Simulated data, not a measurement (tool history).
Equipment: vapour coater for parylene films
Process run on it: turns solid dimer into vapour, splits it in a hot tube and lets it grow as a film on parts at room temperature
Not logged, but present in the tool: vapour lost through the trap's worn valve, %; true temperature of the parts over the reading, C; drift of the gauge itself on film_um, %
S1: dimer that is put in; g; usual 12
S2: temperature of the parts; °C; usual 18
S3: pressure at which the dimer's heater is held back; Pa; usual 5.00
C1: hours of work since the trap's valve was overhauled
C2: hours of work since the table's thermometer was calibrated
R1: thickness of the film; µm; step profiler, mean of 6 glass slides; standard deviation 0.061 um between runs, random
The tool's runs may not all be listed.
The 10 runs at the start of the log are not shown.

| run | day | S1 | S2 | S3 | C1 | C2 | R1 |
|---|---|---|---|---|---|---|---|
| 11 | 7.188 | 12 | 18 | 2.36 | 98 | 880 | 7.37 |
| 12 | 8.046 | 12 | 18 | 2.36 | 115 | 897 | 7.29 |
| 13 | 8.533 | 12 | 18 | 2.06 | 124 | 907 | 7.44 |
| 14 | 8.979 | 12 | 18 | 5.06 | 133 | 916 | 6.91 |
| 15 | 9.658 | 12 | 18 | 8.37 | 147 | 929 | 6.78 |
| 16 | 10.162 | 12 | 18 | 5.00 | 156 | 939 | 7.05 |
|  | 10.900 | table's thermometer calibrated |
| 17 | 11.067 | 12 | 20 | 2.18 | 173 | 3 | 7.00 |
| 18 | 11.525 | 12 | 20 | 2.18 | 182 | 12 | 6.87 |
| 19 | 11.967 | 12 | 20 | 2.18 | 191 | 21 | 7.04 |
| 20 | 12.429 | 12 | 10 | 9.46 | 200 | 30 | 8.61 |

What does the tool deliver on the next run?
| 21 | 13.371 | 14 | 21 | 5.38 | 219 | 49 | ? |

R1: 7.36 µm
With the hidden condition absent and the run-to-run variation left alone, this run would have shown R1 7.62 µm.
